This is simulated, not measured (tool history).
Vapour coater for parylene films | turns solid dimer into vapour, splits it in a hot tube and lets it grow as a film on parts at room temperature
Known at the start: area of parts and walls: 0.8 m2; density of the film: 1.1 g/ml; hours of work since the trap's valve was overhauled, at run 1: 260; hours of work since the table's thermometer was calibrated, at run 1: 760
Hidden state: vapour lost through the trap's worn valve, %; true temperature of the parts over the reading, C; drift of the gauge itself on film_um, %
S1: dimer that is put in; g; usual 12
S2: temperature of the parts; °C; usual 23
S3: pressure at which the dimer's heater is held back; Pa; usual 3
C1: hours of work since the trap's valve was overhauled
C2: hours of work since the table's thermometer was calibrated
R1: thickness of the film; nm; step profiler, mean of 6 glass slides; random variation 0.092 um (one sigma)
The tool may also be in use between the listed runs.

| run | hour | S1 | S2 | S3 | C1 | C2 | R1 |
|---|---|---|---|---|---|---|---|
| 1 | 0 | 12 | 23 | 3 | 260 | 760 | 10570 |
| 2 | 41.5 | 12 | 23 | 3 | 290 | 790 | 10500 |
| 3 | 75.7 | 12 | 23 | 3 | 314 | 814 | 10330 |
| 4 | 115.8 | 12 | 23 | 3 | 343 | 843 | 10180 |
| 5 | 154.9 | 12 | 23 | 3 | 371 | 871 | 10120 |
| 6 | 190.6 | 12 | 16 | 3 | 396 | 896 | 11730 |
| 7 | 211.7 | 12 | 16 | 3 | 411 | 911 | 11620 |
|  | 232.8 | trap's valve overhauled |
| 8 | 257.2 | 12 | 16 | 3 | 17 | 941 | 10550 |
| 9 | 277.6 | 12 | 23 | 3 | 32 | 955 | 9200 |
| 10 | 313.4 | 12 | 33 | 3 | 57 | 981 | 6310 |
|  | 345.3 | trap's valve overhauled, once more |
| 11 | 346.2 | 22 | 23 | 3 | 1 | 1001 | 21100 |
| 12 | 367.1 | 22 | 23 | 3 | 16 | 1016 | 21060 |
| 13 | 391.2 | 22 | 23 | 3 | 33 | 1034 | 21270 |
| 14 | 433.1 | 22 | 23 | 3 | 63 | 1063 | 21000 |
| 15 | 473.5 | 6 | 20 | 2.41 | 91 | 1092 | 6210 |
| 16 | 502.4 | 9 | 18 | 3.14 | 112 | 1113 | 9760 |
| 17 | 526 | 7 | 33 | 3.14 | 129 | 1130 | 4580 |
| 18 | 564.6 | 5 | 33 | 3.14 | 156 | 1157 | 3240 |
| 19 | 601.7 | 18 | 16 | 2.16 | 183 | 1184 | 19050 |

Forecast run 20:
| 20 | 642.3 | 18 | 16 | 2.16 | 212 | 1213 | ? |

{"run 20": {"R1": 18660}}
Without the tool's hidden state the same run would have given R1 19870 nm.
